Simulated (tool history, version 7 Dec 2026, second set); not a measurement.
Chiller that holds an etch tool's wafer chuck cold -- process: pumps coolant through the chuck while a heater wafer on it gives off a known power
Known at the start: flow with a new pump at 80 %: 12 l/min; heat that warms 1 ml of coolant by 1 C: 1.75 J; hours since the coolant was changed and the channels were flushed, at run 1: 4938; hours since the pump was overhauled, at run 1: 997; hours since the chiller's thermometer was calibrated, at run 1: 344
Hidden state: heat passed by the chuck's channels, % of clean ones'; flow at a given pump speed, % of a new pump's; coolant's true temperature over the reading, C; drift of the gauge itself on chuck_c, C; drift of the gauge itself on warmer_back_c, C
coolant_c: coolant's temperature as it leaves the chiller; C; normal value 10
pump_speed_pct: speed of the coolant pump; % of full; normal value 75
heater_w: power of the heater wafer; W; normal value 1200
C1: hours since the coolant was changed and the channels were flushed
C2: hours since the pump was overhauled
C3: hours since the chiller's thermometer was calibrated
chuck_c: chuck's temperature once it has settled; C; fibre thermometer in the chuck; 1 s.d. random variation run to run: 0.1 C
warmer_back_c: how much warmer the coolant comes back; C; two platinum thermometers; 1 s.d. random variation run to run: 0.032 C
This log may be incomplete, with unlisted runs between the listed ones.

run 1 hour=0.0 | coolant_c=10 pump_speed_pct=75 heater_w=1200 | C1=4938 C2=997 C3=344 | chuck_c=20.0 warmer_back_c=3.68
run 2 hour=63.3 | coolant_c=10 pump_speed_pct=75 heater_w=1200 | C1=5001 C2=1061 C3=407 | chuck_c=20.1 warmer_back_c=3.61
run 3 hour=93.8 | coolant_c=10 pump_speed_pct=75 heater_w=1200 | C1=5032 C2=1091 C3=438 | chuck_c=20.0 warmer_back_c=3.65
run 4 hour=123.5 | coolant_c=10 pump_speed_pct=75 heater_w=1200 | C1=5062 C2=1121 C3=468 | chuck_c=20.1 warmer_back_c=3.68
run 5 hour=162.5 | coolant_c=10 pump_speed_pct=75 heater_w=1200 | C1=5101 C2=1160 C3=507 | chuck_c=19.8 warmer_back_c=3.65
run 6 hour=227.2 | coolant_c=10 pump_speed_pct=94 heater_w=1200 | C1=5165 C2=1225 C3=571 | chuck_c=18.3 warmer_back_c=2.94
run 7 hour=274.2 | coolant_c=10 pump_speed_pct=83 heater_w=1200 | C1=5212 C2=1272 C3=618 | chuck_c=19.2 warmer_back_c=3.37
run 8 hour=318.0 | coolant_c=10 pump_speed_pct=83 heater_w=1200 | C1=5256 C2=1315 C3=662 | chuck_c=19.2 warmer_back_c=3.35
run 9 hour=385.1 | coolant_c=10 pump_speed_pct=83 heater_w=1200 | C1=5323 C2=1382 C3=729 | chuck_c=19.2 warmer_back_c=3.36
-- hour=395.5 coolant pump overhauled
run 10 hour=446.4 | coolant_c=10 pump_speed_pct=75 heater_w=1200 | C1=5380 C2=51 C3=786 | chuck_c=19.9 warmer_back_c=3.65
run 11 hour=476.5 | coolant_c=10 pump_speed_pct=75 heater_w=1200 | C1=5410 C2=81 C3=816 | chuck_c=20.0 warmer_back_c=3.72
run 12 hour=523.5 | coolant_c=10 pump_speed_pct=75 heater_w=1200 | C1=5457 C2=128 C3=863 | chuck_c=20.3 warmer_back_c=3.78
run 13 hour=563.1 | coolant_c=10 pump_speed_pct=75 heater_w=1200 | C1=5496 C2=168 C3=902 | chuck_c=20.3 warmer_back_c=3.69
run 14 hour=619.3 | coolant_c=10 pump_speed_pct=75 heater_w=1200 | C1=5552 C2=224 C3=958 | chuck_c=20.3 warmer_back_c=3.69
run 15 hour=680.1 | coolant_c=10 pump_speed_pct=75 heater_w=1200 | C1=5613 C2=285 C3=1019 | chuck_c=20.3 warmer_back_c=3.72
run 16 hour=725.6 | coolant_c=10 pump_speed_pct=75 heater_w=1200 | C1=5659 C2=330 C3=1065 | chuck_c=20.2 warmer_back_c=3.73
run 17 hour=767.1 | coolant_c=10 pump_speed_pct=75 heater_w=1200 | C1=5700 C2=372 C3=1106 | chuck_c=20.3 warmer_back_c=3.74
-- hour=789.6 coolant pump overhauled, once more
run 18 hour=821.0 | coolant_c=10 pump_speed_pct=75 heater_w=1200 | C1=5749 C2=31 C3=1155 | chuck_c=20.1 warmer_back_c=3.59
run 19 hour=882.4 | coolant_c=10 pump_speed_pct=75 heater_w=1200 | C1=5810 C2=93 C3=1216 | chuck_c=19.9 warmer_back_c=3.65
run 20 hour=949.4 | coolant_c=13 pump_speed_pct=70 heater_w=771 | C1=5877 C2=160 C3=1283 | chuck_c=19.9 warmer_back_c=2.49
run 21 hour=983.9 | coolant_c=2 pump_speed_pct=93 heater_w=841 | C1=5912 C2=194 C3=1318 | chuck_c=7.9 warmer_back_c=2.10
run 22 hour=1045.3 | coolant_c=5 pump_speed_pct=81 heater_w=1082 | C1=5973 C2=256 C3=1379 | chuck_c=13.6 warmer_back_c=3.06
run 23 hour=1074.4 | coolant_c=5 pump_speed_pct=71 heater_w=1467 | C1=6003 C2=285 C3=1409 | chuck_c=18.2 warmer_back_c=4.70
run 24 hour=1128.0 | coolant_c=5 pump_speed_pct=71 heater_w=1467 | C1=6056 C2=338 C3=1462 | chuck_c=18.3 warmer_back_c=4.68
run 25 hour=1171.9 | coolant_c=9 pump_speed_pct=98 heater_w=1467 | C1=6100 C2=382 C3=1506 | chuck_c=18.8 warmer_back_c=3.41
run 26 hour=1235.7 | coolant_c=9 pump_speed_pct=98 heater_w=1467 | C1=6164 C2=446 C3=1570 | chuck_c=18.8 warmer_back_c=3.37
run 27 hour=1302.3 | coolant_c=10 pump_speed_pct=80 heater_w=790 | C1=6230 C2=513 C3=1636 | chuck_c=16.4 warmer_back_c=2.15
run 28 hour=1331.4 | coolant_c=10 pump_speed_pct=80 heater_w=790 | C1=6259 C2=542 C3=1665 | chuck_c=16.5 warmer_back_c=2.22
run 29 hour=1363.8 | coolant_c=15 pump_speed_pct=75 heater_w=725 | C1=6292 C2=574 C3=1698 | chuck_c=21.0 warmer_back_c=2.22
run 30 hour=1398.2 | coolant_c=12 pump_speed_pct=75 heater_w=1547 | C1=6326 C2=609 C3=1732 | chuck_c=25.2 warmer_back_c=4.71
run 31 hour=1465.8 | coolant_c=19 pump_speed_pct=75 heater_w=1200 | C1=6394 C2=676 C3=1800 | chuck_c=29.2 warmer_back_c=3.70
run 32 hour=1520.8 | coolant_c=10 pump_speed_pct=79 heater_w=1731 | C1=6449 C2=731 C3=1855 | chuck_c=24.5 warmer_back_c=4.99
run 33 hour=1571.2 | coolant_c=10 pump_speed_pct=79 heater_w=1731 | C1=6499 C2=782 C3=1905 | chuck_c=24.3 warmer_back_c=5.06

Branching from run 33: 3 alternative next runs. What would each branch give?
run A hour=1622.9 | coolant_c=8 pump_speed_pct=79 heater_w=1731 | C1=6551 C2=833 C3=1957 | chuck_c=? warmer_back_c=?
run B hour=1622.9 | coolant_c=17 pump_speed_pct=97 heater_w=1428 | C1=6551 C2=833 C3=1957 | chuck_c=? warmer_back_c=?
run C hour=1622.9 | coolant_c=9 pump_speed_pct=71 heater_w=1711 | C1=6551 C2=833 C3=1957 | chuck_c=? warmer_back_c=?

run=A chuck_c=22.2 warmer_back_c=5.03
run=B chuck_c=26.7 warmer_back_c=3.35
run=C chuck_c=24.6 warmer_back_c=5.42
What these runs would have given with no unlogged condition in the tool:
run=A chuck_c=20.2 warmer_back_c=5.01
run=B chuck_c=25.3 warmer_back_c=3.34
run=C chuck_c=22.4 warmer_back_c=5.40
